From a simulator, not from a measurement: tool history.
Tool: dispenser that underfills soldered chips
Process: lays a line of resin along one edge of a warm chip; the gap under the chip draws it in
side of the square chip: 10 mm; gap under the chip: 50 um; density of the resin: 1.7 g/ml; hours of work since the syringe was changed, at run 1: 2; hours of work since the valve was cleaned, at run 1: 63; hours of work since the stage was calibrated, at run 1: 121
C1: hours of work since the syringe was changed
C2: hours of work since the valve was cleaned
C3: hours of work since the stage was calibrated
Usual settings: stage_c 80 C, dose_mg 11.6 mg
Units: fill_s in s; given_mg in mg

Run 1, hour 0.0: usual settings; C1 2; C2 63; C3 121. Result: fill_s 132.2 s, given_mg 10.90 mg.
Run 2, hour 3.2: usual settings; C1 4; C2 66; C3 124. Result: fill_s 154.2 s, given_mg 10.93 mg.
At hour 8.7: new syringe of resin.
At hour 10.8: dispensing valve cleaned and set on the balance.
Run 3, hour 11.1: usual settings; C1 1; C2 0; C3 129. Result: fill_s 123.8 s, given_mg 11.57 mg.
Run 4, hour 17.6: usual settings; C1 6; C2 5; C3 134. Result: fill_s 162.6 s, given_mg 11.55 mg.
At hour 20.8: new syringe of resin.
Run 5, hour 24.6: usual settings; C1 3; C2 11; C3 139. Result: fill_s 139.8 s, given_mg 11.49 mg.
Run 6, hour 27.9: usual settings; C1 6; C2 13; C3 142. Result: fill_s 163.0 s, given_mg 11.44 mg.
At hour 31.7: new syringe of resin.
Run 7, hour 32.9: usual settings but dose_mg 14.5 mg; C1 1; C2 17; C3 146. Result: fill_s 116.0 s, given_mg 14.21 mg.
Run 8, hour 38.2: usual settings but dose_mg 14.5 mg; C1 5; C2 21; C3 150. Result: fill_s 148.4 s, given_mg 14.22 mg.
At hour 42.6: new syringe of resin.
Run 9, hour 44.6: usual settings but dose_mg 14.5 mg; C1 2; C2 26; C3 155. Result: fill_s 125.1 s, given_mg 14.17 mg.
Run 10, hour 49.6: usual settings; C1 5; C2 30; C3 159. Result: fill_s 159.7 s, given_mg 11.33 mg.
At hour 53.8: new syringe of resin.
Run 11, hour 54.6: usual settings but stage_c 66 C; C1 1; C2 34; C3 162. Result: fill_s 218.2 s, given_mg 11.19 mg.
Run 12, hour 58.8: usual settings but stage_c 66 C; C1 4; C2 37; C3 166. Result: fill_s 271.5 s, given_mg 11.21 mg.
Run 13, hour 62.0: usual settings; C1 7; C2 40; C3 168. Result: fill_s 172.7 s, given_mg 11.17 mg.
At hour 64.5: new syringe of resin.
Run 14, hour 67.6: usual settings; C1 2; C2 44; C3 172. Result: fill_s 136.3 s, given_mg 11.18 mg.
Run 15, hour 70.8: usual settings; C1 5; C2 46; C3 175. Result: fill_s 158.1 s, given_mg 11.12 mg.
Run 16, hour 74.2: usual settings but dose_mg 14.9 mg; C1 8; C2 49; C3 178. Result: fill_s 175.5 s, given_mg 14.26 mg.
At hour 75.4: new syringe of resin.
Run 17, hour 82.1: usual settings but dose_mg 14.9 mg; C1 5; C2 55; C3 184. Result: fill_s 153.2 s, given_mg 14.20 mg.
At hour 86.4: new syringe of resin.
Run 18, hour 86.7: usual settings but dose_mg 14.9 mg; C1 0; C2 58; C3 187. Result: fill_s 114.9 s, given_mg 14.16 mg.
Run 19, hour 89.8: usual settings but stage_c 95 C, dose_mg 11.9 mg; C1 3; C2 61; C3 190. Result: fill_s 75.8 s, given_mg 11.33 mg.
Run 20, hour 95.3: usual settings but stage_c 86 C, dose_mg 13.4 mg; C1 7; C2 65; C3 194. Result: fill_s 135.9 s, given_mg 12.65 mg.
At hour 97.4: new syringe of resin.
Run 21, hour 100.8: usual settings but stage_c 89 C, dose_mg 10.8 mg; C1 3; C2 69; C3 198. Result: fill_s 101.7 s, given_mg 10.12 mg.
At hour 104.0: dispensing valve cleaned and set on the balance.
Run 22, hour 106.7: usual settings but stage_c 86 C, dose_mg 13.2 mg; C1 7; C2 2; C3 202. Result: fill_s 131.3 s, given_mg 13.12 mg.
At hour 109.4: new syringe of resin.
Run 23, hour 110.3: usual settings but stage_c 86 C, dose_mg 13.2 mg; C1 1; C2 5; C3 205. Result: fill_s 97.3 s, given_mg 13.13 mg.
Run 24, hour 117.7: usual settings but stage_c 86 C, dose_mg 13.2 mg; C1 7; C2 11; C3 210. Result: fill_s 133.5 s, given_mg 13.07 mg.
At hour 120.7: new syringe of resin.
Run 25, hour 122.5: usual settings but stage_c 87 C, dose_mg 10.8 mg; C1 1; C2 14; C3 214. Result: fill_s 99.9 s, given_mg 10.72 mg.
Run 26, hour 129.9: usual settings but dose_mg 12.3 mg; C1 7; C2 20; C3 220. Result: fill_s 178.2 s, given_mg 12.11 mg.
At hour 131.8: new syringe of resin.
Run 27, hour 135.1: usual settings but stage_c 75 C, dose_mg 10.5 mg; C1 3; C2 24; C3 224. Result: fill_s 178.9 s, given_mg 10.31 mg.
Run 28, hour 141.3: usual settings but stage_c 70 C; C1 8; C2 29; C3 229. Result: fill_s 286.6 s, given_mg 11.29 mg.
At hour 142.5: new syringe of resin.
Run 29, hour 145.2: usual settings but stage_c 87 C, dose_mg 12.9 mg; C1 2; C2 32; C3 231. Result: fill_s 99.2 s, given_mg 12.56 mg.
Run 30, hour 152.0: usual settings but stage_c 85 C, dose_mg 12.7 mg; C1 8; C2 37; C3 237. Result: fill_s 149.4 s, given_mg 12.26 mg.
At hour 153.2: new syringe of resin.
Run 31, hour 157.3: usual settings but stage_c 85 C, dose_mg 12.7 mg; C1 3; C2 41; C3 241. Result: fill_s 114.8 s, given_mg 12.21 mg.
Run 32, hour 162.5: usual settings but stage_c 85 C, dose_mg 12.7 mg; C1 7; C2 45; C3 245. Result: fill_s 146.0 s, given_mg 12.18 mg.
At hour 164.0: new syringe of resin.
Run 33, hour 169.5: usual settings but stage_c 85 C, dose_mg 12.7 mg; C1 4; C2 50; C3 250. Result: fill_s 126.0 s, given_mg 12.12 mg.
Run 34, hour 173.0: usual settings but stage_c 85 C, dose_mg 12.7 mg; C1 7; C2 53; C3 253. Result: fill_s 149.4 s, given_mg 12.06 mg.
At hour 174.8: new syringe of resin.
Run 35, hour 177.4: usual settings but stage_c 86 C, dose_mg 13.0 mg; C1 2; C2 57; C3 256. Result: fill_s 102.6 s, given_mg 12.38 mg.
Run 36, hour 184.0: usual settings but stage_c 86 C, dose_mg 13.0 mg; C1 7; C2 62; C3 262. Result: fill_s 142.3 s, given_mg 12.27 mg.

Forecast each of these 3 alternatives for the next run:
At hour 186.1: new syringe of resin.
Run A, hour 188.0: usual settings but stage_c 81 C, dose_mg 11.1 mg; C1 2; C2 65; C3 264. Result: fill_s ?, given_mg ?.
At hour 186.1: new syringe of resin.
Run B, hour 188.0: usual settings but stage_c 92 C, dose_mg 13.7 mg; C1 2; C2 65; C3 264. Result: fill_s ?, given_mg ?.
At hour 186.1: new syringe of resin.
Run C, hour 188.0: usual settings but stage_c 89 C, dose_mg 13.0 mg; C1 2; C2 65; C3 264. Result: fill_s ?, given_mg ?.

run  fill_s  given_mg
  A   126.9     10.48
  B    79.6     12.96
  C    89.4     12.24
Without the tool's hidden state the same runs would have given:
run  fill_s  given_mg
  A   108.7     11.12
  B    69.3     13.74
  C    77.6     12.98
